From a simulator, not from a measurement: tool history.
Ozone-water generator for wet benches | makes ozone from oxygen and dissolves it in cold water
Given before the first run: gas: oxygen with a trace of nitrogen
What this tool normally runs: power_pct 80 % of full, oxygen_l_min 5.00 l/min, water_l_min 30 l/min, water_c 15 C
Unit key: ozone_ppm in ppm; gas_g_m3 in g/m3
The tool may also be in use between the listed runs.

run	hour	power_pct	oxygen_l_min	water_l_min	water_c	ozone_ppm	gas_g_m3
1	0.0	80	5.00	30	15	21.7	283.8
2	146.6	80	5.00	30	15	22.1	283.2
3	322.1	80	5.00	22	15	28.9	284.7
4	460.6	80	5.00	30	15	21.8	282.7
5	593.1	80	5.00	30	15	21.8	281.7
# hour 606.2: contactor cleaned
6	679.9	80	5.00	30	15	21.9	280.1
7	794.1	80	5.00	30	15	21.8	280.1
8	915.0	69	5.00	30	15	20.0	257.0
9	1010.5	69	5.00	30	15	19.7	254.4
10	1181.7	80	5.00	24	15	26.6	282.1
11	1363.5	80	5.00	24	15	26.8	282.6
12	1517.3	80	5.00	24	15	26.4	280.2
13	1630.9	80	5.00	24	15	26.9	277.7
14	1745.8	80	2.83	30	15	17.4	343.7
15	1901.3	80	2.83	30	15	17.4	346.5
16	1993.6	80	4.04	30	15	20.4	303.6
17	2087.1	72	4.04	28	15	20.3	284.4
18	2190.0	58	7.90	43	15	14.7	194.7
19	2297.9	58	7.90	45	15	14.1	193.1
20	2411.3	58	7.90	45	15	13.9	196.7
21	2565.0	80	5.00	30	19	20.9	280.1
22	2666.5	80	5.00	28	15	23.4	277.4
23	2845.0	64	5.40	33	15	17.8	237.1
24	2939.8	82	5.31	30	15	22.4	278.0
25	3026.0	95	5.23	33	8	24.2	305.3
26	3170.3	41	7.19	24	8	20.7	159.4
27	3298.9	41	7.19	24	8	20.9	159.7
28	3478.4	47	8.60	24	14	21.9	162.5
29	3631.4	80	5.00	34	15	19.3	276.3
30	3752.5	80	5.00	34	15	19.3	278.0
31	3877.1	80	5.00	34	15	19.2	278.2
32	3986.2	58	5.00	37	15	14.3	223.4

Branching from run 32: 3 alternative next runs. What would each branch give?
A	4130.3	54	5.00	30	15	?	?
B	4130.3	58	5.00	41	15	?	?
C	4130.3	58	5.00	30	15	?	?

run	ozone_ppm	gas_g_m3
A	17.1	214.7
B	12.9	225.6
C	17.6	230.1
Take away the tool's hidden state, keep each run's random variation, and the runs would have read:
run	ozone_ppm	gas_g_m3
A	17.1	219.8
B	12.9	230.9
C	17.6	235.6

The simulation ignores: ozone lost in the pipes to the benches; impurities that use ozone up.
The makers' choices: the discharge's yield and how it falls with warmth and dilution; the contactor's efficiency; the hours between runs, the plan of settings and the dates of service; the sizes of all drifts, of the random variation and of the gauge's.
